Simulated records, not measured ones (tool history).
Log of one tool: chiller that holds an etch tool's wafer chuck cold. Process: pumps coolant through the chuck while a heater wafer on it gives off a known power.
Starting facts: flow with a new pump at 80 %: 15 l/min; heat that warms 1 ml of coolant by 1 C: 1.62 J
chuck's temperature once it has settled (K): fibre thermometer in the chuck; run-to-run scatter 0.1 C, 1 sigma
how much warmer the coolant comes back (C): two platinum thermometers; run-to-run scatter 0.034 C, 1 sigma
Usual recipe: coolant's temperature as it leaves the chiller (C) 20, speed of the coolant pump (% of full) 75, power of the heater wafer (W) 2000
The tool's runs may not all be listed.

run      day  coolant's temperature as it leaves the chiller (C)  speed of the coolant pump (% of full)  power of the heater wafer (W)  chuck's temperature once it has settled (K)  how much warmer the coolant comes back (C)
  1        0                                                  20                                     75                           2000                                       309.25                                        5.31
  2    5.792                                                  20                                     75                           2000                                       309.35                                        5.24
  3   11.562                                                  20                                     75                           2000                                       309.35                                        5.31
  4   18.121                                                  20                                     75                           2000                                       309.35                                        5.32
  5   24.104                                                  20                                     75                           2000                                       309.35                                        5.25
      28.971  -- chiller's thermometer calibrated
  6   31.104                                                  20                                     75                           2000                                       309.35                                        5.23
  7   37.821                                                  20                                     75                           2000                                       309.25                                        5.23
  8     46.3                                                  20                                     75                           2000                                       309.45                                        5.21
  9   50.912                                                  24                                     75                           2000                                       313.15                                        5.19
 10   55.617                                                  24                                     75                           2000                                       313.35                                        5.14
 11   63.608                                                  24                                     75                           2000                                       313.45                                        5.16
 12   67.383                                                  20                                     62                           2000                                       311.55                                        6.36
 13   72.929                                                  20                                     62                           2000                                       311.55                                         6.4
 14   78.975                                                  20                                     62                           2000                                       311.35                                        6.41
 15   87.596                                                  20                                     62                           2000                                       311.55                                        6.38
 16   92.838                                                  17                                     75                           2000                                       306.35                                        5.13
 17   98.508                                                  17                                     75                           2000                                       306.25                                        5.17
 18  107.104                                                  15                                     75                           1311                                       298.65                                        3.32
 19  114.796                                                  15                                     75                           1311                                       298.65                                        3.28
 20  120.846                                                  15                                     75                           1311                                       298.65                                        3.28
 21  127.696                                                  14                                     91                           2362                                       304.25                                        4.91
 22  134.471                                                  14                                     91                           2362                                       303.75                                        4.89
 23  139.954                                                  14                                     91                           2362                                       303.95                                         4.8
 24  148.054                                                  14                                     91                           2362                                       304.15                                        4.81
 25  155.525                                                  14                                     91                           2362                                       304.25                                        4.86
     157.275  -- gauge calibrated
 26  163.408                                                  21                                     81                           1334                                       304.35                                         3.3
     167.375  -- chiller's thermometer calibrated
 27  171.888                                                  21                                     81                           1334                                       304.25                                        3.22
 28  176.104                                                  21                                     81                           1334                                       304.45                                        3.25
 29  184.992                                                  19                                     74                           2643                                       313.85                                        7.05
 30  193.575                                                  19                                     74                           2643                                       313.55                                        7.04
     194.629  -- coolant changed, channels flushed
 31  197.775                                                  15                                     91                           1743                                       300.55                                        3.67
 32  205.412                                                  15                                     91                           1743                                       300.45                                        3.65

For some of the steps in how much warmer the coolant comes back (C) from one run to the next: how much would appear even if the tool had no hidden state, given the settings, what came in and random variation, and how much remains for the hidden state plus any gauge scatter that the measured result and the result without hidden state don't share?
Hidden state present: heat passed by the chuck's channels, % of clean ones'; flow at a given pump speed, % of a new pump's; coolant's true temperature over the reading, C; drift of the gauge itself on chuck_c, C; drift of the gauge itself on warmer_back_c, C.
Run 5 -> 6: chiller's thermometer calibrated. how much warmer the coolant comes back (C) -0.02: hidden state -0.02, all else +0.
Run 6 -> 7: nothing adjusted, nothing logged. how much warmer the coolant comes back (C) +0: hidden state -0.02, all else +0.02.
Run 17 -> 18: coolant's temperature as it leaves the chiller (C) 17 -> 15, power of the heater wafer (W) 2000 -> 1311. how much warmer the coolant comes back (C) -1.85: hidden state -0.01, all else -1.84.
Run 25 -> 26: coolant's temperature as it leaves the chiller (C) 14 -> 21, speed of the coolant pump (% of full) 91 -> 81, power of the heater wafer (W) 2362 -> 1334, gauge calibrated. how much warmer the coolant comes back (C) -1.56: hidden state +0.25, all else -1.81.
Run 28 -> 29: coolant's temperature as it leaves the chiller (C) 21 -> 19, speed of the coolant pump (% of full) 81 -> 74, power of the heater wafer (W) 1334 -> 2643. how much warmer the coolant comes back (C) +3.8: hidden state +0, all else +3.8.
Run 30 -> 31: coolant's temperature as it leaves the chiller (C) 19 -> 15, speed of the coolant pump (% of full) 74 -> 91, power of the heater wafer (W) 2643 -> 1743, coolant changed, channels flushed. how much warmer the coolant comes back (C) -3.37: hidden state -0.01, all else -3.36.
